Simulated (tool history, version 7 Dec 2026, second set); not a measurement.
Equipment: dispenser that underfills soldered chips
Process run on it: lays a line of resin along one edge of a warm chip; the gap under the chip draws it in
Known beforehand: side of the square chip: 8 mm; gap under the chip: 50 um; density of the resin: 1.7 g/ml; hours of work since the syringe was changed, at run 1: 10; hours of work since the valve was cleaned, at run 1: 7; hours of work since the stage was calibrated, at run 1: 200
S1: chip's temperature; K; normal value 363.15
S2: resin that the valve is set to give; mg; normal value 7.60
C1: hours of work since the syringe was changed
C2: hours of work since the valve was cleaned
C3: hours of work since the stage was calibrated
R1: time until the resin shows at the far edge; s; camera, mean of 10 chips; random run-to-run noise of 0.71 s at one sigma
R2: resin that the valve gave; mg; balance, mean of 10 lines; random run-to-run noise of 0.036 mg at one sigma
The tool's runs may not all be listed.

run   hour      S1    S2  C1  C2   C3     R1    R2
  1    0.0  363.15  7.60  10   7  200  134.3  7.57
       1.4  -- new syringe of resin
  2   11.0  363.15  7.60   8  16  209  115.7  7.53
      14.9  -- new syringe of resin
  3   23.6  363.15  7.60   7  25  219  110.8  7.53
      28.4  -- new syringe of resin
  4   30.6  363.15  7.60   2  31  224   79.5  7.45
      41.3  -- new syringe of resin
  5   42.1  363.15  7.60   1  40  233   72.7  7.51
  6   48.4  363.15  7.60   6  45  238  102.7  7.45
      54.8  -- new syringe of resin
  7   54.9  363.15  7.60   0  50  243   70.5  7.39
  8   60.6  358.15  6.73   5  54  247  126.8  6.52
      64.4  -- dispensing valve cleaned and set on the balance
      69.1  -- new syringe of resin
  9   72.7  358.15  6.73   3   6  256  113.4  6.71
 10   81.1  359.15  7.30  10  13  263  165.4  7.24
      82.2  -- new syringe of resin
 11   93.2  359.15  9.43   9  22  272  151.7  9.30
      95.7  -- new syringe of resin
 12  105.7  372.15  6.54   8  32  282   82.9  6.41
     109.1  -- new syringe of resin
 13  117.5  350.15  9.65   7  41  291  212.1  9.47
     122.0  -- new syringe of resin
 14  124.7  361.15  9.35   2  47  296   88.2  9.10

4 options for the next run, each taken on its own from the tool as it stands now. Forecast them:
  A  130.6  361.15  7.47   7  51  301   ?   ?
  B  130.6  363.15  7.70   7  51  301   ?   ?
  C  130.6  351.15  9.35   7  51  301   ?   ?
  D  130.6  367.15  9.38   7  51  301   ?   ?

run     R1    R2
  A  124.8  7.27
  B  112.7  7.54
  C  201.5  9.09
  D   90.2  9.18
Without the tool's hidden state the same runs would have given:
run     R1    R2
  A   71.3  7.44
  B   64.5  7.72
  C  114.6  9.31
  D   52.1  9.39
